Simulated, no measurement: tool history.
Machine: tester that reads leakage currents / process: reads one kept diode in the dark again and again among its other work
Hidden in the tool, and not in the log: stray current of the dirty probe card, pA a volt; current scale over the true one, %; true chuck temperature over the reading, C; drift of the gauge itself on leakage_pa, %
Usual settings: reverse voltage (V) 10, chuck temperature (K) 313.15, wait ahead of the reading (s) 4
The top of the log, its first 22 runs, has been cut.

run    hour  reverse voltage (V)  chuck temperature (K)  wait ahead of the reading (s)  hours of work since the probe card was cleaned  hours of work since the tester was calibrated  hours of work since the chuck was calibrated  current that the tester gives (pA)
 23  1800.1                   10                 313.15                           1.96                                            1083                                           2602                                          1083                              802.13
 24  1854.3                   10                 313.15                           1.96                                            1112                                           2631                                          1112                              811.24
 25  1951.2                 16.3                 327.15                           0.51                                            1164                                           2683                                          1164                             2860.34
 26  2027.8                  7.4                 321.15                           4.41                                            1204                                           2724                                          1204                              1310.7
 27  2112.4                    4                 329.15                           0.33                                            1249                                           2769                                          1249                              1860.4
 28  2192.4                  2.6                 294.15                              4                                            1292                                           2811                                          1292                               94.05
 29  2270.6                   10                 301.15                           0.86                                            1334                                           2853                                          1334                              312.04
 30  2322.4                  2.2                 301.15                            0.4                                            1361                                           2881                                          1361                              160.49
 31  2413.3                  2.2                 301.15                            0.4                                            1410                                           2929                                          1410                              160.39
 32  2513.7                  3.9                 320.15                           3.75                                            1463                                           2982                                          1463                              934.32
     2533.7  -- probe card cleaned and baked
 33  2624.4                   10                 316.15                           2.54                                              48                                           3040                                          1521                              988.84

Forecast each of these 5 alternatives for the next run:
     2691.4  -- tester calibrated
  A  2743.8                  3.3                 317.15                           1.46                                             111                                             28                                          1583                                   ?
     2691.4  -- tester calibrated
  B  2743.8                  5.7                 306.15                           2.54                                             111                                             28                                          1583                                   ?
     2691.4  -- tester calibrated
  C  2743.8                 15.5                 311.15                            1.3                                             111                                             28                                          1583                                   ?
     2691.4  -- tester calibrated
  D  2743.8                  1.4                 333.15                           0.85                                             111                                             28                                          1583                                   ?
     2691.4  -- tester calibrated
  E  2743.8                  7.8                 316.15                           0.34                                             111                                             28                                          1583                                   ?

run  current that the tester gives (pA)
  A                              693.29
  B                              353.25
  C                              812.75
  D                             1626.03
  E                              915.43
The same runs, with their run-to-run variation unchanged, on a tool lacking any hidden condition would have given:
run  current that the tester gives (pA)
  A                              732.68
  B                              374.03
  C                              858.23
  D                             1710.48
  E                              966.69

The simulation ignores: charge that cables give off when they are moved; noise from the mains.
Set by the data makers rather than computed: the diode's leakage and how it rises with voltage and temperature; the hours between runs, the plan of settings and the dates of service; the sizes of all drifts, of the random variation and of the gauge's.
